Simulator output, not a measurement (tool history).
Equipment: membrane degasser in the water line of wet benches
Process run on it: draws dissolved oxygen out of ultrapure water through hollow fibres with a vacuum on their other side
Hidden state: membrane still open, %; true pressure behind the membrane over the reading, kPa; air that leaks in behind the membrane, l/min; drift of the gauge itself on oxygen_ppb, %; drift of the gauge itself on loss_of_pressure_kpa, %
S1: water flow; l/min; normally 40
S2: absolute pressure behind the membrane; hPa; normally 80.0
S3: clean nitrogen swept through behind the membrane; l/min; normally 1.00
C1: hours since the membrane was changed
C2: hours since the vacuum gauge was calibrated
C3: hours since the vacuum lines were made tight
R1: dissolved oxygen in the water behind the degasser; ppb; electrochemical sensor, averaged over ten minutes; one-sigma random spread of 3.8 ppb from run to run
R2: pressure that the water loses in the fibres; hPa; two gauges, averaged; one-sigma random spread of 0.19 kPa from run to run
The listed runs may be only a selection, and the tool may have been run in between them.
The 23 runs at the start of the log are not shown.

run 24 hour=5317.3 | S1=27 S2=127.7 S3=2.37 | C1=13735 C2=512 C3=7983 | R1=273.6 R2=293.4
run 25 hour=5455.9 | S1=29 S2=63.3 S3=0.75 | C1=13873 C2=650 C3=8122 | R1=260.9 R2=313.2
run 26 hour=5611.4 | S1=61 S2=144.8 S3=0.62 | C1=14029 C2=806 C3=8277 | R1=1559.7 R2=665.9
run 27 hour=5763.6 | S1=59 S2=54.2 S3=0.62 | C1=14181 C2=958 C3=8430 | R1=398.9 R2=642.5
run 28 hour=5931.7 | S1=48 S2=54.2 S3=0.88 | C1=14349 C2=1126 C3=8598 | R1=280.2 R2=527.8
run 29 hour=6209.3 | S1=44 S2=54.2 S3=0.88 | C1=14627 C2=1404 C3=8875 | R1=261.4 R2=482.4
run 30 hour=6362.3 | S1=40 S2=80.0 S3=0.73 | C1=14780 C2=1557 C3=9028 | R1=515.2 R2=441.4
run 31 hour=6518.1 | S1=48 S2=85.8 S3=1.02 | C1=14936 C2=1712 C3=9184 | R1=527.1 R2=529.7
run 32 hour=6662.1 | S1=45 S2=92.3 S3=1.43 | C1=15080 C2=1857 C3=9328 | R1=438.3 R2=493.8

Here are 4 independent what-if runs from the current tool condition. What would each one return?
run A hour=6831.3 | S1=30 S2=133.3 S3=1.68 | C1=15249 C2=2026 C3=9497 | R1=? R2=?
run B hour=6831.3 | S1=56 S2=92.3 S3=1.43 | C1=15249 C2=2026 C3=9497 | R1=? R2=?
run C hour=6831.3 | S1=30 S2=114.6 S3=0.83 | C1=15249 C2=2026 C3=9497 | R1=? R2=?
run D hour=6831.3 | S1=26 S2=109.1 S3=1.43 | C1=15249 C2=2026 C3=9497 | R1=? R2=?

run=A R1=415.1 R2=330.1
run=B R1=536.5 R2=619.8
run=C R1=610.5 R2=329.6
run=D R1=334.5 R2=286.2
What these runs would have given with no unlogged condition in the tool:
run=A R1=393.9 R2=291.4
run=B R1=496.7 R2=547.3
run=C R1=589.8 R2=290.9
run=D R1=315.9 R2=252.7

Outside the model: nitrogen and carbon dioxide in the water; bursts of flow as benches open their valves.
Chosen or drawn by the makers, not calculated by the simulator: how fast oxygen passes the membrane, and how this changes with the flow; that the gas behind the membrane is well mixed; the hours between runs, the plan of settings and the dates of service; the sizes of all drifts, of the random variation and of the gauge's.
